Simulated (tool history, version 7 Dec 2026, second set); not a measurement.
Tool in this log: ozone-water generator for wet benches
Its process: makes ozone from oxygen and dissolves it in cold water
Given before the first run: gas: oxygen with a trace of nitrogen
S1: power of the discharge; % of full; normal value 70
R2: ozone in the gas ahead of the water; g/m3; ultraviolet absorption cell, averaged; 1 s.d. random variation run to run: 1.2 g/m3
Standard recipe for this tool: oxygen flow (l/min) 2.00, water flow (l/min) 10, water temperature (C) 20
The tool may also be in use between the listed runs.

run 1 day=0.000 | S1=70 oxygen_flow_(l/min)=2.00 water_flow_(l/min)=10 water_temperature_(C)=20 | dissolved_ozone_(ppm)=20.6 R2=216.5
run 2 day=4.383 | S1=70 oxygen_flow_(l/min)=2.00 water_flow_(l/min)=10 water_temperature_(C)=20 | dissolved_ozone_(ppm)=20.6 R2=215.0
run 3 day=8.000 | S1=70 oxygen_flow_(l/min)=2.00 water_flow_(l/min)=10 water_temperature_(C)=20 | dissolved_ozone_(ppm)=20.6 R2=214.4
run 4 day=11.246 | S1=70 oxygen_flow_(l/min)=2.00 water_flow_(l/min)=10 water_temperature_(C)=23 | dissolved_ozone_(ppm)=19.7 R2=213.2
run 5 day=15.071 | S1=70 oxygen_flow_(l/min)=2.00 water_flow_(l/min)=10 water_temperature_(C)=20 | dissolved_ozone_(ppm)=20.5 R2=210.0
run 6 day=17.908 | S1=70 oxygen_flow_(l/min)=2.00 water_flow_(l/min)=12 water_temperature_(C)=20 | dissolved_ozone_(ppm)=17.8 R2=213.3
run 7 day=20.504 | S1=92 oxygen_flow_(l/min)=2.00 water_flow_(l/min)=10 water_temperature_(C)=20 | dissolved_ozone_(ppm)=26.3 R2=272.6
run 8 day=25.067 | S1=92 oxygen_flow_(l/min)=2.00 water_flow_(l/min)=10 water_temperature_(C)=20 | dissolved_ozone_(ppm)=26.4 R2=271.2
run 9 day=29.121 | S1=92 oxygen_flow_(l/min)=2.00 water_flow_(l/min)=10 water_temperature_(C)=20 | dissolved_ozone_(ppm)=26.3 R2=268.8
run 10 day=31.754 | S1=70 oxygen_flow_(l/min)=2.00 water_flow_(l/min)=10 water_temperature_(C)=20 | dissolved_ozone_(ppm)=20.6 R2=210.2
run 11 day=35.138 | S1=70 oxygen_flow_(l/min)=2.00 water_flow_(l/min)=10 water_temperature_(C)=20 | dissolved_ozone_(ppm)=20.4 R2=210.6
run 12 day=38.271 | S1=70 oxygen_flow_(l/min)=2.00 water_flow_(l/min)=10 water_temperature_(C)=20 | dissolved_ozone_(ppm)=20.4 R2=210.9
run 13 day=40.162 | S1=70 oxygen_flow_(l/min)=1.83 water_flow_(l/min)=10 water_temperature_(C)=20 | dissolved_ozone_(ppm)=20.9 R2=221.0
run 14 day=42.888 | S1=70 oxygen_flow_(l/min)=1.83 water_flow_(l/min)=10 water_temperature_(C)=20 | dissolved_ozone_(ppm)=20.6 R2=224.3
-- day=44.304 gauge calibrated
run 15 day=47.162 | S1=70 oxygen_flow_(l/min)=1.83 water_flow_(l/min)=10 water_temperature_(C)=20 | dissolved_ozone_(ppm)=20.5 R2=229.6
run 16 day=50.288 | S1=70 oxygen_flow_(l/min)=2.00 water_flow_(l/min)=10 water_temperature_(C)=20 | dissolved_ozone_(ppm)=20.4 R2=213.7
run 17 day=52.825 | S1=82 oxygen_flow_(l/min)=3.51 water_flow_(l/min)=7 water_temperature_(C)=15 | dissolved_ozone_(ppm)=29.9 R2=168.4
run 18 day=57.071 | S1=45 oxygen_flow_(l/min)=2.16 water_flow_(l/min)=7 water_temperature_(C)=20 | dissolved_ozone_(ppm)=17.7 R2=137.2
run 19 day=59.458 | S1=45 oxygen_flow_(l/min)=2.16 water_flow_(l/min)=7 water_temperature_(C)=20 | dissolved_ozone_(ppm)=17.7 R2=136.3
run 20 day=63.088 | S1=43 oxygen_flow_(l/min)=2.50 water_flow_(l/min)=10 water_temperature_(C)=13 | dissolved_ozone_(ppm)=14.3 R2=118.2
run 21 day=66.008 | S1=52 oxygen_flow_(l/min)=1.50 water_flow_(l/min)=12 water_temperature_(C)=15 | dissolved_ozone_(ppm)=14.1 R2=197.5
run 22 day=70.112 | S1=42 oxygen_flow_(l/min)=2.04 water_flow_(l/min)=7 water_temperature_(C)=22 | dissolved_ozone_(ppm)=16.4 R2=131.2
run 23 day=74.012 | S1=42 oxygen_flow_(l/min)=2.04 water_flow_(l/min)=7 water_temperature_(C)=22 | dissolved_ozone_(ppm)=16.1 R2=131.2
run 24 day=76.783 | S1=42 oxygen_flow_(l/min)=2.04 water_flow_(l/min)=7 water_temperature_(C)=22 | dissolved_ozone_(ppm)=16.3 R2=133.1
run 25 day=78.658 | S1=70 oxygen_flow_(l/min)=2.00 water_flow_(l/min)=12 water_temperature_(C)=24 | dissolved_ozone_(ppm)=17.0 R2=210.4
run 26 day=82.612 | S1=73 oxygen_flow_(l/min)=2.45 water_flow_(l/min)=10 water_temperature_(C)=20 | dissolved_ozone_(ppm)=20.8 R2=191.5
run 27 day=84.988 | S1=73 oxygen_flow_(l/min)=2.45 water_flow_(l/min)=10 water_temperature_(C)=24 | dissolved_ozone_(ppm)=19.4 R2=189.1
run 28 day=89.129 | S1=59 oxygen_flow_(l/min)=2.00 water_flow_(l/min)=7 water_temperature_(C)=20 | dissolved_ozone_(ppm)=22.6 R2=180.6
run 29 day=92.450 | S1=59 oxygen_flow_(l/min)=2.00 water_flow_(l/min)=7 water_temperature_(C)=20 | dissolved_ozone_(ppm)=22.7 R2=178.8
run 30 day=95.017 | S1=59 oxygen_flow_(l/min)=2.00 water_flow_(l/min)=8 water_temperature_(C)=20 | dissolved_ozone_(ppm)=20.8 R2=178.4
run 31 day=98.808 | S1=59 oxygen_flow_(l/min)=1.78 water_flow_(l/min)=8 water_temperature_(C)=20 | dissolved_ozone_(ppm)=21.0 R2=193.0
run 32 day=103.296 | S1=59 oxygen_flow_(l/min)=1.78 water_flow_(l/min)=8 water_temperature_(C)=20 | dissolved_ozone_(ppm)=21.0 R2=193.1

Predict each of these 5 candidate next runs independently; none follows another, all start after run 32:
run A day=105.371 | S1=66 oxygen_flow_(l/min)=2.00 water_flow_(l/min)=15 water_temperature_(C)=13 | dissolved_ozone_(ppm)=? R2=?
run B day=105.371 | S1=94 oxygen_flow_(l/min)=2.00 water_flow_(l/min)=12 water_temperature_(C)=20 | dissolved_ozone_(ppm)=? R2=?
run C day=105.371 | S1=70 oxygen_flow_(l/min)=2.91 water_flow_(l/min)=6 water_temperature_(C)=20 | dissolved_ozone_(ppm)=? R2=?
run D day=105.371 | S1=59 oxygen_flow_(l/min)=1.75 water_flow_(l/min)=11 water_temperature_(C)=15 | dissolved_ozone_(ppm)=? R2=?
run E day=105.371 | S1=75 oxygen_flow_(l/min)=1.38 water_flow_(l/min)=10 water_temperature_(C)=20 | dissolved_ozone_(ppm)=? R2=?

run=A dissolved_ozone_(ppm)=14.8 R2=196.2
run=B dissolved_ozone_(ppm)=22.9 R2=269.6
run=C dissolved_ozone_(ppm)=26.5 R2=160.2
run=D dissolved_ozone_(ppm)=17.2 R2=194.2
run=E dissolved_ozone_(ppm)=22.0 R2=282.7
What these runs would have given with no unlogged condition in the tool:
run=A dissolved_ozone_(ppm)=14.8 R2=204.4
run=B dissolved_ozone_(ppm)=22.9 R2=281.2
run=C dissolved_ozone_(ppm)=26.5 R2=167.0
run=D dissolved_ozone_(ppm)=17.2 R2=202.3
run=E dissolved_ozone_(ppm)=22.1 R2=294.7

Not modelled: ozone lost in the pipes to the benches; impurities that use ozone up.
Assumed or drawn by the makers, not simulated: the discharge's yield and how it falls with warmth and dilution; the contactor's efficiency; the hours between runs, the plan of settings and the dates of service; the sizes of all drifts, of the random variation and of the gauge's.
